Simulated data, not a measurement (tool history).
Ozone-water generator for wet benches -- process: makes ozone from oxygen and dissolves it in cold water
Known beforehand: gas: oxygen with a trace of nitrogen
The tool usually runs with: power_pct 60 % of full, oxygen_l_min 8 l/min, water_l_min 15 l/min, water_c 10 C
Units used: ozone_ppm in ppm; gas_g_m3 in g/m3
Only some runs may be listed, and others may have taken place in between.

| run | hour | power_pct | oxygen_l_min | water_l_min | water_c | ozone_ppm | gas_g_m3 |
|---|---|---|---|---|---|---|---|
| 1 | 0 | 60 | 8 | 15 | 10 | 37.1 | 205.5 |
| 2 | 109.2 | 60 | 8 | 15 | 10 | 37 | 205.9 |
| 3 | 191.5 | 60 | 8 | 15 | 10 | 37.3 | 204.6 |
| 4 | 272 | 60 | 8 | 15 | 10 | 36.9 | 203.6 |
| 5 | 365.2 | 60 | 8 | 15 | 10 | 37.1 | 204.9 |
| 6 | 491.6 | 60 | 8 | 15 | 18 | 32.2 | 201.8 |
| 7 | 579.2 | 60 | 8 | 15 | 18 | 32.1 | 201.6 |
| 8 | 641.8 | 60 | 8 | 15 | 10 | 37.3 | 200.1 |
| 9 | 703.9 | 60 | 8 | 15 | 10 | 37.4 | 199.9 |
| 10 | 786 | 60 | 4.04 | 15 | 10 | 37.6 | 287.5 |
| 11 | 852 | 60 | 4.04 | 15 | 10 | 38 | 290.4 |
| 12 | 963 | 60 | 8 | 15 | 10 | 37.3 | 202.2 |
| 13 | 1069.6 | 60 | 8 | 15 | 10 | 37.2 | 200.6 |
|  | 1112.3 | gauge calibrated |
| 14 | 1191 | 60 | 8 | 15 | 10 | 37.3 | 203.3 |
| 15 | 1269.1 | 60 | 8 | 15 | 10 | 37.9 | 203.2 |
| 16 | 1381.6 | 60 | 8 | 15 | 10 | 37.2 | 203.6 |
| 17 | 1510.8 | 60 | 8 | 15 | 10 | 37.3 | 201.7 |
| 18 | 1596.1 | 60 | 4.16 | 15 | 16 | 34.3 | 285.3 |
| 19 | 1727 | 96 | 4.16 | 17 | 16 | 43.5 | 392.8 |
| 20 | 1809.4 | 60 | 5.45 | 15 | 11 | 37.5 | 247.4 |
| 21 | 1864.7 | 60 | 5.45 | 15 | 11 | 37.1 | 248.3 |
| 22 | 1923.9 | 48 | 5.68 | 15 | 17 | 29.1 | 206 |
| 23 | 2029 | 48 | 5.68 | 16 | 5 | 33.5 | 205.7 |
| 24 | 2143.6 | 48 | 5.68 | 16 | 5 | 33.7 | 207.2 |
| 25 | 2219.7 | 48 | 5.68 | 16 | 5 | 33.6 | 205.9 |
| 26 | 2307.4 | 65 | 12.98 | 18 | 5 | 36.4 | 162.4 |
| 27 | 2396.3 | 60 | 8 | 15 | 8 | 38.4 | 197.8 |
| 28 | 2472.7 | 60 | 8 | 12 | 15 | 38.2 | 197.9 |
| 29 | 2586.1 | 85 | 8.36 | 15 | 8 | 48.4 | 241 |
| 30 | 2666.4 | 41 | 7 | 16 | 5 | 30.3 | 163.5 |
| 31 | 2762.1 | 53 | 8 | 15 | 7 | 36.4 | 179.9 |
| 32 | 2827.5 | 43 | 13.87 | 14 | 7 | 30.4 | 117.5 |
| 33 | 2898.1 | 53 | 10.06 | 21 | 11 | 26.7 | 158.5 |
| 34 | 2971.9 | 60 | 8 | 16 | 10 | 36 | 194.4 |

Per-run results on a tool with no hidden state, each run keeping its own random variation:
The tool's hidden condition here consists of: yield of the discharge, % of new electrodes'; contactor's efficiency, % of a clean one's; true water temperature over the reading, C; drift of the gauge itself on ozone_ppm, %; drift of the gauge itself on gas_g_m3, %.
| run | gas_g_m3 |
|---|---|
| 1 | 205.7 |
| 2 | 206.6 |
| 3 | 205.8 |
| 4 | 205.2 |
| 5 | 207 |
| 6 | 204.7 |
| 7 | 204.9 |
| 8 | 203.8 |
| 9 | 203.9 |
| 10 | 293.9 |
| 11 | 297.4 |
| 12 | 207.7 |
| 13 | 206.7 |
| 14 | 203.9 |
| 15 | 204.2 |
| 16 | 205.2 |
| 17 | 204 |
| 18 | 289.3 |
| 19 | 399.9 |
| 20 | 252.3 |
| 21 | 253.7 |
| 22 | 210.7 |
| 23 | 211.1 |
| 24 | 213.2 |
| 25 | 212.3 |
| 26 | 168 |
| 27 | 205.1 |
| 28 | 205.7 |
| 29 | 251.3 |
| 30 | 170.7 |
| 31 | 188.3 |
| 32 | 123.2 |
| 33 | 166.6 |
| 34 | 204.9 |
ozone_ppm: differs from the measured result by no more than 0.1 ppm in any run.
